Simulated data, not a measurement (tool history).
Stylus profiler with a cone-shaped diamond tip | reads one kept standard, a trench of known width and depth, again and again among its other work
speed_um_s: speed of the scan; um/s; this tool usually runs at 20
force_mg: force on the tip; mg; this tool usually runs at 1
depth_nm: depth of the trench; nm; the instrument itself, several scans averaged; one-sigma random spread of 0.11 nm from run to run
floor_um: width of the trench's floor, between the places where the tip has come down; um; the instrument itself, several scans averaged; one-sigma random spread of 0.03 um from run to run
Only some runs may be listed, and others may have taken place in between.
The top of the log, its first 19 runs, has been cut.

run     day  speed_um_s  force_mg  scans with this tip  hours of work since the height scale was calibrated  depth_nm  floor_um
 20  41.854          14         1                 7534                                                  814    501.83     46.36
 21  43.679          20         1                 7772                                                  840    501.84     46.28
 22    45.9          20         1                 8062                                                  872    501.64     46.24
 23  48.888          20         1                 8453                                                  914     501.6      46.2
 24  51.283          20      1.99                 8766                                                  948    503.21     46.24
 25  54.229          53       0.9                 9151                                                  989    501.32     45.83
 26  55.796          53       0.9                 9356                                                 1011    501.28      45.8
 27  58.167          53       0.9                 9666                                                 1045    501.14     45.79
     58.371  -- height scale calibrated on a step standard
 28  59.658          11      0.54                 9858                                                   18    500.05     46.01
 29  61.167          11      0.54                10055                                                   39    499.84     46.11
 30  62.654          11      0.54                10249                                                   60    500.06     46.06
 31  65.888          20       2.1                10672                                                  106    502.48     45.98
     66.638  -- height scale calibrated on a step standard, once more
 32  69.008          20       2.1                11077                                                   34    504.45     46.02
 33  72.054          10      1.38                11475                                                   77    503.17     45.99

Run 34 is up next; what results do you expect?
 34  73.942          15       1.6                11721                                                  103         ?         ?

For run 34 the tool returned depth_nm 503.71 nm, floor_um 45.97 um.
Had the tool carried no hidden state, the very same run would have given depth_nm 503.89 nm, floor_um 47.3 um.
